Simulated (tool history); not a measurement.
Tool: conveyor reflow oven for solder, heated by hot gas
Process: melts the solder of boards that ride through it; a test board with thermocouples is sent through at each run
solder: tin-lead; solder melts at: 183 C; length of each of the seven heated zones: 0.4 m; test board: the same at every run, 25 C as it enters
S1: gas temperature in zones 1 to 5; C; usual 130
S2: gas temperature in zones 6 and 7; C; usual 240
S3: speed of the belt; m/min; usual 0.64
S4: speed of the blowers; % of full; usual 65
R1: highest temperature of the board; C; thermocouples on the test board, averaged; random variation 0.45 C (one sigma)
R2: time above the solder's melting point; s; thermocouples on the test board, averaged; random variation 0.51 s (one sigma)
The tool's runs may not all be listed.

run   hour   S1   S2     S3  S4     R1    R2
  1      0  130  240   0.64  65  214.4  51.1
  2    4.5  120  240   0.64  65  212.7  45.5
  3   11.7  130  240   0.64  65  215.6  50.3
  4   20.7  130  240   0.64  65  215.2  50.8
  5   25.4  130  240   0.64  83  221.6  56.3
  6   34.5  130  240   0.64  83  220.5  57.1
  7   39.6  130  240   0.64  63  214.3  49.3
  8   46.3  130  252   0.64  63  224.3  56.9
  9   52.5  130  252   0.64  63  223.6  58.4
 10   58.2  130  240   0.64  65  214.5  51.2
 11   62.4  130  240   0.64  65  215.2  49.8
 12   70.9  130  240   0.64  65  214.6  49.8
 13   76.4  130  240   0.64  65  214.9  50.6
 14   85.6  130  240   0.64  65  214.7  50.8
 15   91.7  116  240   0.64  65    212  44.5
 16   99.8  141  240  0.693  65  213.6  48.6
 17  108.5  130  240  0.511  65  223.3  73.2
 18  112.5  130  240  0.511  65  223.9  73.4
 19  119.4  130  238  0.511  76  224.9  75.7
 20  128.8  118  249  0.721  86  222.8  46.8
 21  138.3  122  228  0.721  86  206.6  35.7
 22  143.9  117  228  0.622  89    212  46.4
 23  149.5  117  228  0.622  89    211  46.9
 24  159.2  117  228  0.622  89  211.2  46.8
 25  166.3  117  230  0.572  77  213.6    53
 26  170.2  130  250   0.64  53  216.4    51
 27  178.1  122  240   0.64  65  212.9  47.1
 28  185.7  117  247  0.725  51  202.6  27.9
 29  192.9  130  240  0.565  65  218.8  62.4
 30  203.5  130  240  0.565  65  219.8  61.2

Taken out of this log: 1 entry between the listed runs. Where each belongs, and how the hidden state differs across it:
Between runs 29 and 30: flux residue cleaned out of gas plates and filters (hour 201.1)
  heat that the gas passes to the board, % of a clean oven's: 99.5 -> 99.9

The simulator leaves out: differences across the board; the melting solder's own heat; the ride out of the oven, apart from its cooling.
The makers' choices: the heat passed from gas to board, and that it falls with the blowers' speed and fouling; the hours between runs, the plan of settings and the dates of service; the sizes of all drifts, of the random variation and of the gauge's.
